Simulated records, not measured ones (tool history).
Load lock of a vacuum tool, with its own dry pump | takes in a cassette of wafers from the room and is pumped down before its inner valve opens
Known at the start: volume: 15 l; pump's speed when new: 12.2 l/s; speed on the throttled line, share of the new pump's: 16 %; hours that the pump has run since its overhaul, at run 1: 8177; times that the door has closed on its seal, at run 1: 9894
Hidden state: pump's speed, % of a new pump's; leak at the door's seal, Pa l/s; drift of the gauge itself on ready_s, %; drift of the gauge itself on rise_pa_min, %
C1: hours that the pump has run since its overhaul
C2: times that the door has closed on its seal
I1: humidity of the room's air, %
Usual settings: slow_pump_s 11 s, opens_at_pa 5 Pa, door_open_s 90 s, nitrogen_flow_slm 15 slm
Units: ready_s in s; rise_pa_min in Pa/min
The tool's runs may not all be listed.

{"run": 1, "hour": 0.0, "slow_pump_s": 11, "opens_at_pa": 5, "door_open_s": 90, "nitrogen_flow_slm": 15, "C1": 8177, "C2": 9894, "I1": 45.4, "ready_s": 23.2, "rise_pa_min": 0.076}
{"run": 2, "hour": 132.0, "slow_pump_s": 11, "opens_at_pa": 5, "door_open_s": 90, "nitrogen_flow_slm": 15, "C1": 8309, "C2": 10392, "I1": 42.7, "ready_s": 23.1, "rise_pa_min": 0.066}
{"run": 3, "hour": 201.1, "slow_pump_s": 11, "opens_at_pa": 5, "door_open_s": 90, "nitrogen_flow_slm": 15, "C1": 8379, "C2": 10652, "I1": 44.2, "ready_s": 22.9, "rise_pa_min": 0.075}
{"run": 4, "hour": 259.0, "slow_pump_s": 11, "opens_at_pa": 5, "door_open_s": 76, "nitrogen_flow_slm": 15, "C1": 8436, "C2": 10870, "I1": 41.8, "ready_s": 23.2, "rise_pa_min": 0.071}
{"run": 5, "hour": 388.3, "slow_pump_s": 11, "opens_at_pa": 5, "door_open_s": 90, "nitrogen_flow_slm": 15, "C1": 8566, "C2": 11358, "I1": 45, "ready_s": 23, "rise_pa_min": 0.078}
{"run": 6, "hour": 466.8, "slow_pump_s": 11, "opens_at_pa": 7, "door_open_s": 90, "nitrogen_flow_slm": 15, "C1": 8644, "C2": 11654, "I1": 43.2, "ready_s": 22.9, "rise_pa_min": 0.075}
{"run": 7, "hour": 539.0, "slow_pump_s": 11, "opens_at_pa": 7, "door_open_s": 90, "nitrogen_flow_slm": 15, "C1": 8716, "C2": 11926, "I1": 46.1, "ready_s": 23.2, "rise_pa_min": 0.081}
{"run": 8, "hour": 607.7, "slow_pump_s": 11, "opens_at_pa": 5, "door_open_s": 90, "nitrogen_flow_slm": 15, "C1": 8785, "C2": 12185, "I1": 46.6, "ready_s": 23.1, "rise_pa_min": 0.085}
{"run": 9, "hour": 675.8, "slow_pump_s": 11, "opens_at_pa": 5, "door_open_s": 90, "nitrogen_flow_slm": 15, "C1": 8853, "C2": 12441, "I1": 42.9, "ready_s": 23.1, "rise_pa_min": 0.082}
{"run": 10, "hour": 784.9, "slow_pump_s": 11, "opens_at_pa": 5, "door_open_s": 90, "nitrogen_flow_slm": 15, "C1": 8962, "C2": 12853, "I1": 44.6, "ready_s": 24.1, "rise_pa_min": 0.083}
{"run": 11, "hour": 876.0, "slow_pump_s": 11, "opens_at_pa": 5, "door_open_s": 90, "nitrogen_flow_slm": 15, "C1": 9053, "C2": 13196, "I1": 44.6, "ready_s": 23, "rise_pa_min": 0.082}
{"run": 12, "hour": 987.2, "slow_pump_s": 11, "opens_at_pa": 5, "door_open_s": 90, "nitrogen_flow_slm": 15, "C1": 9165, "C2": 13615, "I1": 51, "ready_s": 23.1, "rise_pa_min": 0.09}
{"run": 13, "hour": 1096.9, "slow_pump_s": 11, "opens_at_pa": 5, "door_open_s": 90, "nitrogen_flow_slm": 15, "C1": 9274, "C2": 14029, "I1": 44.5, "ready_s": 23.3, "rise_pa_min": 0.093}
{"run": 14, "hour": 1191.5, "slow_pump_s": 11, "opens_at_pa": 5, "door_open_s": 90, "nitrogen_flow_slm": 15, "C1": 9369, "C2": 14385, "I1": 47.6, "ready_s": 23.1, "rise_pa_min": 0.096}
{"run": 15, "hour": 1281.7, "slow_pump_s": 11, "opens_at_pa": 5, "door_open_s": 90, "nitrogen_flow_slm": 15, "C1": 9459, "C2": 14725, "I1": 41.5, "ready_s": 23.3, "rise_pa_min": 0.09}
{"run": 16, "hour": 1404.8, "slow_pump_s": 11, "opens_at_pa": 5, "door_open_s": 90, "nitrogen_flow_slm": 4, "C1": 9582, "C2": 15189, "I1": 44.5, "ready_s": 23, "rise_pa_min": 0.122}
{"run": 17, "hour": 1541.8, "slow_pump_s": 9, "opens_at_pa": 5, "door_open_s": 90, "nitrogen_flow_slm": 4, "C1": 9719, "C2": 15705, "I1": 45.4, "ready_s": 22.3, "rise_pa_min": 0.131}
{"run": 18, "hour": 1654.7, "slow_pump_s": 11, "opens_at_pa": 5, "door_open_s": 48, "nitrogen_flow_slm": 15, "C1": 9832, "C2": 16131, "I1": 42.1, "ready_s": 23.9, "rise_pa_min": 0.087}
{"run": 19, "hour": 1756.8, "slow_pump_s": 11, "opens_at_pa": 5, "door_open_s": 48, "nitrogen_flow_slm": 6, "C1": 9934, "C2": 16516, "I1": 43.7, "ready_s": 24.2, "rise_pa_min": 0.1}
{"run": 20, "hour": 1876.2, "slow_pump_s": 11, "opens_at_pa": 5, "door_open_s": 48, "nitrogen_flow_slm": 6, "C1": 10054, "C2": 16966, "I1": 44.1, "ready_s": 24.2, "rise_pa_min": 0.104}
{"run": 21, "hour": 1965.6, "slow_pump_s": 14, "opens_at_pa": 5, "door_open_s": 48, "nitrogen_flow_slm": 7, "C1": 10143, "C2": 17303, "I1": 45.4, "ready_s": 26.2, "rise_pa_min": 0.11}
{"run": 22, "hour": 2058.5, "slow_pump_s": 21, "opens_at_pa": 9, "door_open_s": 90, "nitrogen_flow_slm": 5, "C1": 10236, "C2": 17653, "I1": 46.7, "ready_s": 30.7, "rise_pa_min": 0.14}
{"run": 23, "hour": 2141.4, "slow_pump_s": 11, "opens_at_pa": 9, "door_open_s": 90, "nitrogen_flow_slm": 7, "C1": 10319, "C2": 17965, "I1": 42, "ready_s": 22.3, "rise_pa_min": 0.123}
{"run": 24, "hour": 2200.2, "slow_pump_s": 15, "opens_at_pa": 5, "door_open_s": 65, "nitrogen_flow_slm": 7, "C1": 10378, "C2": 18187, "I1": 47.1, "ready_s": 27, "rise_pa_min": 0.125}
{"run": 25, "hour": 2273.8, "slow_pump_s": 10, "opens_at_pa": 8, "door_open_s": 34, "nitrogen_flow_slm": 31, "C1": 10451, "C2": 18465, "I1": 45.1, "ready_s": 22.5, "rise_pa_min": 0.088}
{"run": 26, "hour": 2383.2, "slow_pump_s": 20, "opens_at_pa": 5, "door_open_s": 50, "nitrogen_flow_slm": 15, "C1": 10561, "C2": 18877, "I1": 43.3, "ready_s": 30.3, "rise_pa_min": 0.095}
{"run": 27, "hour": 2465.1, "slow_pump_s": 11, "opens_at_pa": 5, "door_open_s": 211, "nitrogen_flow_slm": 20, "C1": 10643, "C2": 19186, "I1": 46, "ready_s": 24.3, "rise_pa_min": 0.13}
{"run": 28, "hour": 2555.1, "slow_pump_s": 11, "opens_at_pa": 7, "door_open_s": 41, "nitrogen_flow_slm": 13, "C1": 10733, "C2": 19525, "I1": 45.7, "ready_s": 23.9, "rise_pa_min": 0.101}
{"run": 29, "hour": 2616.6, "slow_pump_s": 9, "opens_at_pa": 8, "door_open_s": 150, "nitrogen_flow_slm": 12, "C1": 10794, "C2": 19757, "I1": 43.3, "ready_s": 21.1, "rise_pa_min": 0.136}
{"run": 30, "hour": 2679.1, "slow_pump_s": 7, "opens_at_pa": 5, "door_open_s": 96, "nitrogen_flow_slm": 6, "C1": 10857, "C2": 19993, "I1": 44.8, "ready_s": 21, "rise_pa_min": 0.142}
{"run": 31, "hour": 2789.1, "slow_pump_s": 7, "opens_at_pa": 5, "door_open_s": 96, "nitrogen_flow_slm": 6, "C1": 10967, "C2": 20407, "I1": 42.7, "ready_s": 21.1, "rise_pa_min": 0.148}
{"run": 32, "hour": 2872.4, "slow_pump_s": 7, "opens_at_pa": 5, "door_open_s": 96, "nitrogen_flow_slm": 6, "C1": 11050, "C2": 20721, "I1": 45.8, "ready_s": 21, "rise_pa_min": 0.144}
{"run": 33, "hour": 2971.2, "slow_pump_s": 12, "opens_at_pa": 4, "door_open_s": 144, "nitrogen_flow_slm": 14, "C1": 11149, "C2": 21093, "I1": 48.5, "ready_s": 24.6, "rise_pa_min": 0.151}
{"run": 34, "hour": 3066.9, "slow_pump_s": 11, "opens_at_pa": 8, "door_open_s": 70, "nitrogen_flow_slm": 27, "C1": 11244, "C2": 21454, "I1": 47, "ready_s": 23.3, "rise_pa_min": 0.111}
{"run": 35, "hour": 3132.5, "slow_pump_s": 11, "opens_at_pa": 6, "door_open_s": 70, "nitrogen_flow_slm": 27, "C1": 11310, "C2": 21701, "I1": 45.7, "ready_s": 23.7, "rise_pa_min": 0.115}
{"run": 36, "hour": 3237.2, "slow_pump_s": 10, "opens_at_pa": 8, "door_open_s": 70, "nitrogen_flow_slm": 15, "C1": 11415, "C2": 22096, "I1": 45.8, "ready_s": 21.8, "rise_pa_min": 0.125}

Forecast each of these 3 alternatives for the next run:
{"hour": 3343.1, "done": "dry pump taken out, an overhauled one fitted"}
{"run": "A", "hour": 3379.6, "slow_pump_s": 17, "opens_at_pa": 8, "door_open_s": 70, "nitrogen_flow_slm": 15, "C1": 37, "C2": 22610, "I1": 48.3, "ready_s": "?", "rise_pa_min": "?"}
{"hour": 3343.1, "done": "dry pump taken out, an overhauled one fitted"}
{"run": "B", "hour": 3379.6, "slow_pump_s": 19, "opens_at_pa": 8, "door_open_s": 70, "nitrogen_flow_slm": 9, "C1": 37, "C2": 22610, "I1": 42.7, "ready_s": "?", "rise_pa_min": "?"}
{"hour": 3343.1, "done": "dry pump taken out, an overhauled one fitted"}
{"run": "C", "hour": 3379.6, "slow_pump_s": 8, "opens_at_pa": 8, "door_open_s": 70, "nitrogen_flow_slm": 15, "C1": 37, "C2": 22610, "I1": 47.8, "ready_s": "?", "rise_pa_min": "?"}

run=A ready_s=26.3 rise_pa_min=0.125
run=B ready_s=27.1 rise_pa_min=0.135
run=C ready_s=18.2 rise_pa_min=0.126
Without the tool's hidden state the same runs would have given:
run=A ready_s=26.2 rise_pa_min=0.033
run=B ready_s=27 rise_pa_min=0.043
run=C ready_s=18.2 rise_pa_min=0.034

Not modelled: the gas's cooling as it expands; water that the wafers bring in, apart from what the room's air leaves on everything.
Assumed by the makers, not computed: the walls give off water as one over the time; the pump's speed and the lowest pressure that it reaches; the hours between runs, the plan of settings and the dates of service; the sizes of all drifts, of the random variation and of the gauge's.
